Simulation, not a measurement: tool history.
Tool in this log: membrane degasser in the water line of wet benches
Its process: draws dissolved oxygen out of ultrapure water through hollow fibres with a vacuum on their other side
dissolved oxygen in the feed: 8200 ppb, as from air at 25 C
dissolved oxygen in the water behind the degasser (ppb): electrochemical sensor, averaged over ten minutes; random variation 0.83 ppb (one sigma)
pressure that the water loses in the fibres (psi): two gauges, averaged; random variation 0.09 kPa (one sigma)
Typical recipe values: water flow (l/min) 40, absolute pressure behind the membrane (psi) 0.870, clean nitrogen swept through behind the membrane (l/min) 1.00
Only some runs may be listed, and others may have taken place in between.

run,hour,water flow (l/min),absolute pressure behind the membrane (psi),clean nitrogen swept through behind the membrane (l/min),dissolved oxygen in the water behind the degasser (ppb),pressure that the water loses in the fibres (psi)
1,0.0,40,0.870,1.00,242.6,5.288
2,103.1,40,0.870,0.62,338.1,5.307
3,256.1,40,0.870,0.62,340.1,5.291
4,394.1,42,0.870,1.00,254.3,5.542
5,527.3,42,0.870,1.00,256.1,5.568
6,623.0,42,0.870,1.00,256.3,5.569
# hour 754.4: seals of the vacuum lines changed
7,793.6,40,0.846,1.00,232.3,5.291
8,980.0,24,0.846,1.00,145.9,3.186
9,1072.9,40,0.870,1.00,246.4,5.316
10,1221.8,40,0.870,1.00,244.9,5.305
11,1338.2,40,0.870,1.00,245.1,5.346
12,1456.4,40,0.870,1.00,246.8,5.326
13,1598.6,40,1.832,1.00,728.0,5.326
14,1775.4,40,1.832,1.00,724.8,5.311
15,1918.6,40,0.870,1.10,230.2,5.334
16,2076.9,40,0.870,1.10,230.3,5.327
# hour 2130.0: vacuum gauge calibrated
17,2264.3,44,0.870,2.80,118.9,5.875
18,2386.0,46,0.522,2.34,40.8,6.123
19,2526.5,37,0.550,1.00,56.8,4.941
20,2633.1,37,1.865,1.20,599.5,4.983
21,2720.2,31,1.865,0.63,843.6,4.138
22,2799.0,31,1.865,0.63,849.9,4.145
23,2884.7,31,1.865,0.63,842.8,4.164
24,3051.0,31,1.865,0.63,844.3,4.173

Run 25 has not been measured yet. What should we expect?
25,3181.7,31,1.469,0.63,?,?

{"run 25": {"dissolved oxygen in the water behind the degasser (ppb)": 620.9, "pressure that the water loses in the fibres (psi)": 4.163}}
With no hidden state in the tool, this same run would have given dissolved oxygen in the water behind the degasser (ppb) 617.3, pressure that the water loses in the fibres (psi) 4.071.

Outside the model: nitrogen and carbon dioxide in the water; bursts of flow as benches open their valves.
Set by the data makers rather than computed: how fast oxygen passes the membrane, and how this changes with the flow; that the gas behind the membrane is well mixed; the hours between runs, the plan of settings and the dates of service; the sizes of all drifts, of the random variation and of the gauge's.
